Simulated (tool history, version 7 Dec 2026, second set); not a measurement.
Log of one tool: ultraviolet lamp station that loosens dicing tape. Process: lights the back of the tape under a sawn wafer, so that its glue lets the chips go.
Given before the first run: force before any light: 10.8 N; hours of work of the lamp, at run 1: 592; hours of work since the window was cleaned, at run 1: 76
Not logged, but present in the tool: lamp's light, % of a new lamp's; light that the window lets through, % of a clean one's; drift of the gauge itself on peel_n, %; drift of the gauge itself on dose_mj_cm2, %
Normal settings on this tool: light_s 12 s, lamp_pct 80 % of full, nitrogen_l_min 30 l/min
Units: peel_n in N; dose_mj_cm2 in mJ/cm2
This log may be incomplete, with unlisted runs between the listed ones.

run,day,light_s,lamp_pct,nitrogen_l_min,hours of work of the lamp,hours of work since the window was cleaned,peel_n,dose_mj_cm2
1,0.000,12,80,30,592,76,1.484,442
2,0.862,12,80,30,605,89,1.499,449
3,1.825,12,68,30,620,104,1.967,373
4,2.279,12,68,30,627,111,2.027,377
5,2.850,12,68,30,636,120,1.996,372
6,3.483,12,68,30,646,130,2.003,375
7,4.133,12,80,30,656,140,1.509,436
8,5.079,10,80,30,671,155,2.144,362
9,5.592,12,68,30,679,163,2.111,369
10,6.450,12,80,30,692,176,1.649,425
11,7.312,12,80,30,705,189,1.661,425
12,8.108,12,82,30,718,201,1.545,434
13,8.800,12,80,31,728,212,1.596,423
14,9.538,12,80,31,740,224,1.627,422
15,10.458,9,74,30,754,238,2.992,292
16,11.183,12,100,42,765,249,0.848,526
17,11.967,7,72,9,777,261,5.853,220
18,12.475,10,79,32,785,269,2.321,341
19,12.950,7,65,38,793,276,4.204,193
20,13.392,7,65,38,799,283,4.082,194
21,14.200,7,83,34,812,296,3.347,247
22,14.925,20,65,18,823,307,1.414,545
23,15.562,12,70,30,833,317,2.229,356
24,16.221,13,95,43,843,327,0.873,516
25,16.758,11,79,30,852,335,2.119,361

Branching from run 25: 3 alternative next runs. What would each branch give?
A,17.408,6,81,37,862,346,?,?
B,17.408,6,81,16,862,346,?,?
C,17.408,7,93,30,862,346,?,?

run,peel_n,dose_mj_cm2
A,4.107,201
B,5.206,202
C,3.076,270
Without the tool's hidden state the same runs would have given:
run,peel_n,dose_mj_cm2
A,3.243,250
B,4.367,251
C,2.293,336

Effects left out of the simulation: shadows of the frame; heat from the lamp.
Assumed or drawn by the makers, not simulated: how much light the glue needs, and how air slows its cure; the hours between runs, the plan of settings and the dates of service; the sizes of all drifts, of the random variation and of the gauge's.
